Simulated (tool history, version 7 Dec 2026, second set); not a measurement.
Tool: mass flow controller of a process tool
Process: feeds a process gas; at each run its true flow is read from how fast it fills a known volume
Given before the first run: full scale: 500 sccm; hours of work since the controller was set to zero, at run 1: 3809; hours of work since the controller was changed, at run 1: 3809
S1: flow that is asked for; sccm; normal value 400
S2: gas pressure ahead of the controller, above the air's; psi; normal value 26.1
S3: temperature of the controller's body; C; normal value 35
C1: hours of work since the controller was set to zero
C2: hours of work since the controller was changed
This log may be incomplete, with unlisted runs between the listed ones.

run 1 day=0 | S1=400 S2=26.1 S3=35 | C1=3809 C2=3809 | true_flow_(%)=96.81
run 2 day=6.079 | S1=400 S2=26.1 S3=35 | C1=3908 C2=3908 | true_flow_(%)=96.77
run 3 day=10.583 | S1=400 S2=26.1 S3=35 | C1=3982 C2=3982 | true_flow_(%)=96.8
run 4 day=15.962 | S1=400 S2=22.5 S3=35 | C1=4070 C2=4070 | true_flow_(%)=96.68
run 5 day=22.575 | S1=400 S2=22.5 S3=35 | C1=4179 C2=4179 | true_flow_(%)=96.46
run 6 day=29.479 | S1=400 S2=26.1 S3=35 | C1=4292 C2=4292 | true_flow_(%)=96.55
run 7 day=34.312 | S1=400 S2=26.1 S3=35 | C1=4371 C2=4371 | true_flow_(%)=96.61
run 8 day=39.471 | S1=400 S2=26.1 S3=35 | C1=4456 C2=4456 | true_flow_(%)=96.49
-- day=39.954 controller's zero set anew
run 9 day=45.975 | S1=115 S2=26.1 S3=21 | C1=99 C2=4562 | true_flow_(%)=95.5
run 10 day=50.271 | S1=115 S2=26.1 S3=21 | C1=169 C2=4632 | true_flow_(%)=95.44
run 11 day=53.617 | S1=115 S2=26.1 S3=23 | C1=224 C2=4687 | true_flow_(%)=95.29
run 12 day=57.983 | S1=133 S2=26.1 S3=21 | C1=295 C2=4759 | true_flow_(%)=95.75
run 13 day=62.479 | S1=133 S2=26.8 S3=21 | C1=369 C2=4832 | true_flow_(%)=95.67
run 14 day=67.267 | S1=56 S2=26.8 S3=38 | C1=448 C2=4911 | true_flow_(%)=91.37
run 15 day=70.338 | S1=56 S2=26.8 S3=38 | C1=498 C2=4961 | true_flow_(%)=91.38
-- day=72.304 controller's zero set anew, once more
run 16 day=76.629 | S1=56 S2=26.8 S3=38 | C1=71 C2=5064 | true_flow_(%)=94.9

Each row is a separate what-if for the run after 16, all from the same tool condition, not one after another. Results?
run A day=81.596 | S1=152 S2=26.1 S3=35 | C1=152 C2=5145 | true_flow_(%)=?
run B day=81.596 | S1=354 S2=26.1 S3=35 | C1=152 C2=5145 | true_flow_(%)=?
run C day=81.596 | S1=484 S2=37.6 S3=38 | C1=152 C2=5145 | true_flow_(%)=?
run D day=81.596 | S1=400 S2=35.8 S3=35 | C1=152 C2=5145 | true_flow_(%)=?

run=A true_flow_(%)=95.76
run=B true_flow_(%)=96.41
run=C true_flow_(%)=96.79
run=D true_flow_(%)=96.85
Take away the tool's hidden state, keep each run's random variation, and the runs would have read:
run=A true_flow_(%)=97.89
run=B true_flow_(%)=98.43
run=C true_flow_(%)=98.8
run=D true_flow_(%)=98.87
